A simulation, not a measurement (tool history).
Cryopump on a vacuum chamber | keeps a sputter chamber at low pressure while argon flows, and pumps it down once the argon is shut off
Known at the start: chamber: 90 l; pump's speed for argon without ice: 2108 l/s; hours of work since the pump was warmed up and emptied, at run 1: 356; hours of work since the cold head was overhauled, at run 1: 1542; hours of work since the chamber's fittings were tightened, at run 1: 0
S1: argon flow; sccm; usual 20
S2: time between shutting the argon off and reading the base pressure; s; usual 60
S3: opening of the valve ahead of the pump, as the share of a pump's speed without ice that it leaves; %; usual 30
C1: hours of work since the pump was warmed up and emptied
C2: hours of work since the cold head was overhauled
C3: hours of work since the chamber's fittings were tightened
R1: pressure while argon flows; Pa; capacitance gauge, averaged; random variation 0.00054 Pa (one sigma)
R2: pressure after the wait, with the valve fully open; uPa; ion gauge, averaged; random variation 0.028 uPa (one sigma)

run    hour  S1   S2  S3    C1    C2   C3      R1    R2
  1     0.0  20   60  30   356  1542    0  0.0557  1.35
  2    46.1  20   60  30   380  1566   25  0.0546  1.33
  3   106.6  20   60  30   413  1599   57  0.0552  1.29
  4   158.5  20   79  30   441  1627   85  0.0558  1.07
  5   194.9  20   79  30   461  1647  105  0.0558  1.07
  6   252.4  20   79  30   492  1678  136  0.0551  1.11
  7   295.2  20   79  30   515  1701  159  0.0560  1.10
  8   342.2   9   79  30   540  1726  184  0.0238  1.10
  9   379.1  20   60  30   560  1746  204  0.0558  1.39
 10   413.7  20   60  52   578  1765  223  0.0324  1.35
 11   458.8  20   60  52   603  1789  247  0.0330  1.39
 12   495.2  10   60  52   622  1809  267  0.0162  1.37
 13   535.8  10   60  52   644  1830  289  0.0162  1.44
 14   609.4  20   60  30   684  1870  328  0.0569  1.37
 15   665.8   9   60  21   714  1901  359  0.0362  1.37
 16   712.2  16   28  29   739  1925  384  0.0466  2.72
 17   742.3  10   60  19   756  1942  400  0.0430  1.38
 18   785.4  32   60  21   779  1965  423  0.1276  1.44
 19   839.5  32   60  21   808  1994  452  0.1274  1.41
 20   869.5  32   60  21   824  2010  469  0.1277  1.51
 21   909.6  22  136  54   846  2032  490  0.0365  0.78
 22   954.2  20   60  31   870  2056  514  0.0562  1.40
 23  1006.8  27  217  31   898  2084  543  0.0748  0.60
 24  1075.4  19  266  30   935  2121  580  0.0543  0.57
 25  1119.7  20   31  30   959  2145  603  0.0562  2.51
 26  1185.6  20   30  31   994  2181  639  0.0560  2.59
 27  1225.1  20   27  31  1016  2202  660  0.0565  2.82

Forecast each of these 4 alternatives for the next run:
  A  1297.0  15  129  19  1055  2241  699   ?   ?
  B  1297.0  20   26  16  1055  2241  699   ?   ?
  C  1297.0  38   27  31  1055  2241  699   ?   ?
  D  1297.0  13  241  30  1055  2241  699   ?   ?

run      R1    R2
  A  0.0663  0.89
  B  0.1043  2.98
  C  0.1064  2.96
  D  0.0380  0.63
Without the tool's hidden state the same runs would have given:
run      R1    R2
  A  0.0631  0.67
  B  0.1000  2.75
  C  0.0982  2.73
  D  0.0351  0.41
